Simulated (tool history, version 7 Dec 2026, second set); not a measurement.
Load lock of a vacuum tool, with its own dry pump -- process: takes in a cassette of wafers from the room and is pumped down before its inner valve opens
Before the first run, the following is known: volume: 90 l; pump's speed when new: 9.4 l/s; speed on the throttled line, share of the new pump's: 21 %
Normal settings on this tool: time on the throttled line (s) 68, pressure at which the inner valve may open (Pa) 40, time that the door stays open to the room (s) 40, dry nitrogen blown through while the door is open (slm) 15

run,hour,time on the throttled line (s),pressure at which the inner valve may open (Pa),time that the door stays open to the room (s),dry nitrogen blown through while the door is open (slm),"incoming humidity of the room's air, %",time from the closed door until the inner valve may open (s),rise of the pressure with all valves shut (Pa/min)
1,0.0,68,40,40,15,41.6,130.3,0.098
2,318.8,37,40,40,15,47.6,103.5,0.101
3,593.8,37,40,40,15,44.2,107.4,0.105
4,969.6,68,40,40,5,41.4,128.8,0.116
5,1559.9,68,40,40,15,43.8,131.1,0.125
6,1926.0,68,36,40,15,44.8,132.8,0.132
7,2287.3,68,36,40,15,41.4,132.8,0.137
8,2659.4,68,36,40,15,44.4,133.0,0.151
9,3221.1,68,40,40,15,45.6,132.6,0.166
10,3657.1,68,40,40,15,43.7,134.4,0.171
11,4163.0,68,40,40,15,45.8,134.6,0.178
12,4486.4,68,40,40,15,44.8,134.8,0.181
13,4780.7,68,67,40,15,45.3,127.9,0.192
14,5334.5,68,67,40,15,42.8,129.1,0.207
15,5917.4,68,67,40,15,45.8,130.9,0.225
16,6350.9,68,67,40,15,44.4,131.2,0.222
17,6630.4,68,67,40,15,39.8,131.5,0.233
18,6993.1,68,67,40,15,43.8,131.5,0.244
19,7447.9,68,67,40,15,42.6,131.5,0.254
20,7856.0,68,67,40,15,43.2,131.7,0.270
21,8211.1,68,67,40,15,44.2,133.2,0.272
22,8789.4,48,42,40,15,46.3,122.5,0.295
23,9141.5,48,42,40,15,43.7,123.5,0.298
24,9594.9,35,40,225,15,46.0,114.5,0.346
25,10019.8,35,40,225,15,44.8,116.4,0.363
# hour 10255.6: door's seal changed, seat wiped
26,10487.8,35,40,225,15,47.4,118.2,0.049
27,10867.2,56,69,30,35,41.5,127.5,0.011
28,11455.3,64,69,56,5,47.8,133.4,0.027
29,11858.1,65,69,56,14,46.0,133.1,0.031
30,12233.6,65,69,138,17,45.9,135.5,0.048
31,12745.6,65,69,138,17,47.6,134.7,0.054
32,13175.5,65,69,138,17,45.8,136.1,0.049
33,13532.6,65,69,138,17,44.3,136.7,0.052

What would each run have given without the hidden state, its run-to-run variation left as it was?
The tool's hidden condition here consists of: pump's speed, % of a new pump's; leak at the door's seal, Pa l/s; drift of the gauge itself on ready_s, %; drift of the gauge itself on rise_pa_min, %.
run,time from the closed door until the inner valve may open (s),rise of the pressure with all valves shut (Pa/min)
1,130.1,0.014
2,102.9,0.012
3,106.5,0.015
4,127.6,0.016
5,129.4,0.014
6,130.7,0.015
7,130.3,0.012
8,130.1,0.018
9,129.1,0.022
10,130.5,0.014
11,130.1,0.015
12,130.0,0.011
13,123.3,0.017
14,123.8,0.016
15,124.9,0.015
16,124.6,0.010
17,124.7,0.012
18,124.3,0.013
19,123.8,0.015
20,123.6,0.014
21,124.7,0.011
22,112.0,0.015
23,112.5,0.012
24,102.1,0.049
25,103.2,0.043
26,104.2,0.048
27,115.1,0.008
28,120.6,0.019
29,120.1,0.020
30,121.9,0.034
31,120.5,0.035
32,121.3,0.027
33,121.4,0.026
